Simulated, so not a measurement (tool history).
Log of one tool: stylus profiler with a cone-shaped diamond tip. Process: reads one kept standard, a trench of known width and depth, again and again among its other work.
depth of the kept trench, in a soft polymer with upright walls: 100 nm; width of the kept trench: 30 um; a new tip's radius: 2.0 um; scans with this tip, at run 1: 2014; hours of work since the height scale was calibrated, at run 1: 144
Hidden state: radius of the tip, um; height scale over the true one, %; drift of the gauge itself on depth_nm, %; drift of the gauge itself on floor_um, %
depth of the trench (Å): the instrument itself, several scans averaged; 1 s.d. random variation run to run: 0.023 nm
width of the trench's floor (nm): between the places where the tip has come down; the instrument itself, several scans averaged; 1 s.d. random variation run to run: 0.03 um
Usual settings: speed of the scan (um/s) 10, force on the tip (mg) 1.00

run,hour,speed of the scan (um/s),force on the tip (mg),scans with this tip,hours of work since the height scale was calibrated,depth of the trench (Å),width of the trench's floor (nm)
1,0.0,10,1.00,2014,144,1005.8,28450
2,18.5,10,1.00,2150,153,1005.8,28430
3,46.0,10,1.00,2353,168,1005.6,28470
4,78.9,10,1.00,2595,185,1005.3,28380
5,118.7,10,1.00,2888,206,1005.8,28370
6,142.8,10,1.00,3065,219,1005.7,28380
7,172.4,10,1.00,3283,234,1006.0,28380
8,197.7,10,1.00,3469,248,1006.3,28370
9,226.7,10,1.00,3683,263,1005.9,28330
10,254.9,10,1.00,3891,278,1006.2,28410
11,282.6,10,1.00,4094,292,1006.1,28320
12,315.3,10,1.00,4335,309,1006.0,28280
13,344.8,10,1.00,4552,325,1006.4,28260
14,378.3,26,1.00,4798,342,1006.5,28060
15,405.5,26,1.00,4999,357,1006.1,28110
16,422.1,26,0.45,5121,365,1004.4,27960
17,455.9,10,0.85,5370,383,1005.6,28200
18,482.1,10,0.85,5563,397,1006.1,28190
19,504.5,10,0.85,5728,409,1006.5,28220
20,528.2,10,0.85,5902,421,1006.3,28180
21,559.9,39,0.48,6135,438,1005.0,27720
22,600.1,16,0.67,6431,459,1005.6,28040
23,625.1,6,1.35,6615,472,1008.2,28210
24,653.3,6,1.35,6823,487,1008.3,28210
25,682.8,16,2.61,7040,502,1012.1,28080
26,708.2,9,1.60,7227,516,1009.0,28200
27,727.5,9,1.60,7369,526,1009.0,28110
28,755.9,9,1.60,7578,541,1009.2,28120
29,786.4,9,2.28,7802,557,1011.3,28130
30,808.4,9,2.28,7965,568,1010.6,28130
31,846.9,2,1.00,8248,589,1007.3,28100
32,873.7,2,1.00,8446,603,1007.4,28080

Consider 5 possible next runs. They are alternatives, not a sequence: every one starts from the tool as it was left by run 32. What does each give?
A,906.6,9,2.42,8687,620,?,?
B,906.6,6,1.37,8687,620,?,?
C,906.6,2,0.85,8687,620,?,?
D,906.6,6,0.42,8687,620,?,?
E,906.6,5,1.17,8687,620,?,?

run,depth of the trench (Å),width of the trench's floor (nm)
A,1011.9,28030
B,1008.5,28060
C,1006.4,28110
D,1005.0,28000
E,1007.8,28080
The same runs, with their run-to-run variation unchanged, on a tool lacking any hidden condition would have given:
run,depth of the trench (Å),width of the trench's floor (nm)
A,1009.5,28660
B,1006.1,28690
C,1004.0,28750
D,1002.6,28640
E,1005.4,28710

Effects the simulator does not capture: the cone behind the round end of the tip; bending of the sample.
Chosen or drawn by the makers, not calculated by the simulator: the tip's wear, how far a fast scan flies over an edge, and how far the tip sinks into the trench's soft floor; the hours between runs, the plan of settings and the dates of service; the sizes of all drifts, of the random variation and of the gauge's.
